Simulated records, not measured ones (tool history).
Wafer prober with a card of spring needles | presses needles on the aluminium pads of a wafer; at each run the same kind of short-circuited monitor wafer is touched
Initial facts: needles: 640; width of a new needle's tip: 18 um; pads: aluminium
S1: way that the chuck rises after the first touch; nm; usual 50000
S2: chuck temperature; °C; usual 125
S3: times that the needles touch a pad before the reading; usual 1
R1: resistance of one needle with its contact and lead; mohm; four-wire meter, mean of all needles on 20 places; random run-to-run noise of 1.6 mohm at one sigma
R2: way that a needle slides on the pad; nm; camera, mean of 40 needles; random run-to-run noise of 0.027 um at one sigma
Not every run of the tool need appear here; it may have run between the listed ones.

run,hour,S1,S2,S3,R1,R2
1,0.0,50000,125,1,158,13800
# hour 12.2: tips cleaned on abrasive film
2,20.4,32000,125,1,178,8830
# hour 26.3: tips cleaned on abrasive film
# hour 27.6: height of the first contact set anew
3,37.1,32000,125,1,175,8870
# hour 38.7: tips cleaned on abrasive film
# hour 51.1: tips cleaned on abrasive film
4,60.9,50000,125,1,156,13830
# hour 64.4: tips cleaned on abrasive film
# hour 76.7: tips cleaned on abrasive film
5,76.7,50000,125,1,154,13870
# hour 89.7: tips cleaned on abrasive film
6,99.2,50000,125,1,156,13840
# hour 102.2: tips cleaned on abrasive film
# hour 115.3: tips cleaned on abrasive film
7,115.6,50000,125,1,156,13880
# hour 128.3: tips cleaned on abrasive film
8,136.6,50000,125,1,157,13900
# hour 140.4: tips cleaned on abrasive film
9,146.3,50000,125,1,155,13920
# hour 153.9: tips cleaned on abrasive film
10,162.4,50000,125,1,156,13880
# hour 166.5: tips cleaned on abrasive film
# hour 178.9: tips cleaned on abrasive film
11,179.8,50000,125,1,157,13930
# hour 191.3: tips cleaned on abrasive film
# hour 198.1: height of the first contact set anew
12,199.0,50000,125,1,156,13930
# hour 205.1: tips cleaned on abrasive film
# hour 218.0: tips cleaned on abrasive film
13,220.4,50000,125,1,155,13920
# hour 230.6: tips cleaned on abrasive film
14,234.2,50000,125,1,155,13960
# hour 243.6: tips cleaned on abrasive film
15,251.8,47000,125,1,159,13100
# hour 257.0: tips cleaned on abrasive film
16,261.6,50000,81,1,146,13920
# hour 269.7: tips cleaned on abrasive film
# hour 282.0: tips cleaned on abrasive film
17,282.0,59000,64,1,139,16490
# hour 295.7: tips cleaned on abrasive film
18,299.8,59000,64,1,139,16480
# hour 309.4: tips cleaned on abrasive film
# hour 321.6: tips cleaned on abrasive film
19,322.3,50000,30,1,137,13980
# hour 335.2: tips cleaned on abrasive film
20,338.9,30000,34,1,160,8390
# hour 347.8: tips cleaned on abrasive film
21,352.2,38000,39,2,149,10610
# hour 360.3: tips cleaned on abrasive film
# hour 367.9: height of the first contact set anew
22,372.2,38000,39,2,148,10680
# hour 374.3: tips cleaned on abrasive film
# hour 386.4: tips cleaned on abrasive film
23,386.4,38000,39,2,149,10680
24,396.0,57000,32,1,135,15970
# hour 399.8: tips cleaned on abrasive film
# hour 413.5: tips cleaned on abrasive film
25,414.4,57000,32,1,132,16020
# hour 427.2: tips cleaned on abrasive film
26,427.3,39000,43,3,148,10980
27,436.9,39000,116,1,162,11000
# hour 439.4: tips cleaned on abrasive film
# hour 453.0: tips cleaned on abrasive film
28,457.4,39000,91,1,158,10980
# hour 466.3: tips cleaned on abrasive film
29,469.8,39000,27,1,143,11010
# hour 479.3: tips cleaned on abrasive film
30,488.5,31000,71,2,165,8700
# hour 491.6: tips cleaned on abrasive film
31,498.8,47000,28,2,145,13270

Predict each of these 5 candidate next runs independently; none follows another, all start after run 31:
# hour 503.8: tips cleaned on abrasive film
# hour 516.1: tips cleaned on abrasive film
A,519.1,50000,125,3,?,?
# hour 503.8: tips cleaned on abrasive film
# hour 516.1: tips cleaned on abrasive film
B,519.1,36000,100,2,?,?
# hour 503.8: tips cleaned on abrasive film
# hour 516.1: tips cleaned on abrasive film
C,519.1,47000,28,1,?,?
# hour 503.8: tips cleaned on abrasive film
# hour 516.1: tips cleaned on abrasive film
D,519.1,40000,35,1,?,?
# hour 503.8: tips cleaned on abrasive film
# hour 516.1: tips cleaned on abrasive film
E,519.1,51000,75,2,?,?

run,R1,R2
A,155,14100
B,166,10170
C,139,13250
D,143,11270
E,145,14380
With no hidden state in the tool, these same runs would have given:
run,R1,R2
A,155,13800
B,166,9960
C,139,12980
D,143,11040
E,144,14080
